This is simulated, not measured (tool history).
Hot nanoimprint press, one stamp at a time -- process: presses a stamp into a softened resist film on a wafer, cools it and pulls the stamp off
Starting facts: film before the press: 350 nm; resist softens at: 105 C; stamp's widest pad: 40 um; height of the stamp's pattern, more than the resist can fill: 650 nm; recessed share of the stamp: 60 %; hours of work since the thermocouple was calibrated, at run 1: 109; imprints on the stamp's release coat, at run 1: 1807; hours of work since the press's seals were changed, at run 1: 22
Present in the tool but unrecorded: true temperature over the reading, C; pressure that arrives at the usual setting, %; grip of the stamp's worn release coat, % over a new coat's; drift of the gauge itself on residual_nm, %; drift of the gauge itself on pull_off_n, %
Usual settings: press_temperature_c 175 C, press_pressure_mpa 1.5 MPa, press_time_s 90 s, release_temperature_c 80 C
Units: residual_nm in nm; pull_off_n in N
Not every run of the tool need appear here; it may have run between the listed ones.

| run | hour | press_temperature_c | press_pressure_mpa | press_time_s | release_temperature_c | hours of work since the thermocouple was calibrated | imprints on the stamp's release coat | hours of work since the press's seals were changed | residual_nm | pull_off_n |
|---|---|---|---|---|---|---|---|---|---|---|
| 1 | 0 | 175 | 1.5 | 90 | 80 | 109 | 1807 | 22 | 133.1 | 239 |
| 2 | 26.9 | 175 | 1.5 | 90 | 80 | 122 | 1863 | 35 | 131.9 | 235 |
| 3 | 47 | 175 | 1.5 | 90 | 80 | 132 | 1906 | 45 | 133.7 | 237 |
| 4 | 83.2 | 175 | 1.5 | 90 | 80 | 149 | 1981 | 62 | 133 | 238 |
| 5 | 117.1 | 175 | 1.5 | 90 | 80 | 165 | 2052 | 79 | 132.4 | 237 |
|  | 136.4 | stamp cleaned and given a new release coat |
| 6 | 150.6 | 175 | 1.13 | 90 | 80 | 179 | 29 | 92 | 149.8 | 226 |
| 7 | 176.1 | 175 | 1.5 | 90 | 83 | 191 | 83 | 105 | 131.8 | 226 |
| 8 | 206.1 | 175 | 1.5 | 90 | 83 | 206 | 146 | 119 | 132.1 | 221 |
| 9 | 232.3 | 179 | 1.5 | 90 | 80 | 218 | 200 | 132 | 112.2 | 233 |
| 10 | 251.9 | 179 | 1.5 | 90 | 80 | 228 | 241 | 141 | 111.6 | 235 |
| 11 | 286.8 | 179 | 1.5 | 90 | 80 | 245 | 314 | 158 | 112.2 | 233 |
| 12 | 315.5 | 165 | 1.5 | 90 | 80 | 259 | 374 | 172 | 194.5 | 233 |
| 13 | 341.2 | 175 | 1.5 | 90 | 80 | 271 | 428 | 184 | 131 | 231 |
| 14 | 363.1 | 175 | 1.5 | 90 | 80 | 282 | 474 | 195 | 130.3 | 227 |
| 15 | 392.5 | 175 | 1.4 | 90 | 80 | 296 | 535 | 209 | 134.9 | 238 |
| 16 | 419.5 | 175 | 1.55 | 49 | 84 | 309 | 592 | 222 | 161.6 | 226 |
| 17 | 455.1 | 175 | 1.5 | 92 | 69 | 326 | 666 | 240 | 128.2 | 263 |
| 18 | 490.6 | 175 | 1.05 | 151 | 69 | 343 | 740 | 257 | 125.8 | 273 |
| 19 | 506.5 | 182 | 1.05 | 153 | 67 | 351 | 774 | 264 | 93.8 | 266 |
| 20 | 541.4 | 182 | 1.05 | 153 | 67 | 368 | 847 | 281 | 93.9 | 272 |

Expected results for the next run?
| 21 | 576.7 | 185 | 1.5 | 52 | 80 | 385 | 921 | 298 | ? | ? |

{"run 21": {"residual_nm": 110.5, "pull_off_n": 237}}
Without the tool's hidden state the same run would have given residual_nm 113.9 nm, pull_off_n 236 N.

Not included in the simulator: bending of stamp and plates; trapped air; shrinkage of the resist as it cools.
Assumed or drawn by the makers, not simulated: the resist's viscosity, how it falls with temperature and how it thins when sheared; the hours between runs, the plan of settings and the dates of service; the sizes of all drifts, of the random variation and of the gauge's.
